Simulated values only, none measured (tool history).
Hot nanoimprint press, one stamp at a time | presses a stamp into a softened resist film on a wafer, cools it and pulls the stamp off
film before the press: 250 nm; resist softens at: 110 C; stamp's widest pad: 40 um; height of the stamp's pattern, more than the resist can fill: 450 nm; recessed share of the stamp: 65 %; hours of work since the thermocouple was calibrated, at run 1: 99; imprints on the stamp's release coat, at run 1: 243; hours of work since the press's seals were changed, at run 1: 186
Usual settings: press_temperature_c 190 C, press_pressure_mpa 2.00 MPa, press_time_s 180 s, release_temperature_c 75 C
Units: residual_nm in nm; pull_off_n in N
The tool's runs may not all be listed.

run	day	press_temperature_c	press_pressure_mpa	press_time_s	release_temperature_c	hours of work since the thermocouple was calibrated	imprints on the stamp's release coat	hours of work since the press's seals were changed	residual_nm	pull_off_n
1	0.000	190	2.00	180	75	99	243	186	146.0	116
2	0.404	190	2.00	180	75	103	276	190	146.2	114
3	0.821	190	2.00	180	75	107	310	195	145.8	116
4	1.096	190	2.00	180	75	110	333	198	145.4	113
5	1.338	190	2.00	180	75	113	353	200	146.7	115
6	1.742	196	2.00	180	75	117	386	204	129.1	113
7	2.062	196	2.00	180	75	120	412	207	128.3	116
8	2.354	190	2.00	180	75	123	436	210	146.4	117
9	2.604	190	2.00	180	75	126	457	213	146.4	117
10	2.812	190	2.00	180	75	128	474	215	146.9	116
11	3.050	199	2.00	180	75	130	493	218	121.6	116
12	3.504	190	2.00	130	75	135	530	222	161.5	118
13	3.921	190	2.00	130	75	139	564	227	161.8	119
14	4.117	190	2.00	130	75	141	581	229	161.8	113
15	4.525	190	2.00	130	75	145	614	233	162.4	113
16	4.733	188	3.14	274	83	148	631	235	109.5	101
17	5.133	188	1.90	274	83	152	664	239	137.6	105
18	5.412	190	2.40	180	75	155	687	242	137.3	114
19	5.688	190	2.40	180	75	157	709	245	136.5	114
20	6.054	190	1.21	180	67	161	739	249	176.8	123
21	6.333	190	1.21	180	67	164	762	251	176.6	128
22	6.571	189	1.47	127	63	166	782	254	184.8	130
23	6.779	189	1.47	127	63	169	799	256	184.2	135
24	7.171	198	2.00	96	79	173	831	260	153.1	109
25	7.488	190	3.00	137	64	176	857	263	136.0	133
26	7.808	190	3.00	137	64	179	883	267	136.5	132
27	8.204	190	3.00	137	64	183	916	271	137.0	132
28	8.650	196	1.28	277	74	188	953	275	137.3	115
29	8.862	196	1.28	277	74	190	970	277	137.6	115

Forecast each of these 5 alternatives for the next run:
A	9.100	186	1.28	189	60	193	989	280	?	?
B	9.100	184	2.00	331	75	193	989	280	?	?
C	9.100	196	2.15	327	74	193	989	280	?	?
D	9.100	190	2.84	180	75	193	989	280	?	?
E	9.100	190	1.91	180	75	193	989	280	?	?

run	residual_nm	pull_off_n
A	185.6	140
B	140.7	120
C	101.5	120
D	128.0	112
E	152.1	114
Without the tool's hidden state the same runs would have given:
run	residual_nm	pull_off_n
A	181.9	138
B	137.8	119
C	99.4	119
D	125.3	111
E	149.0	113
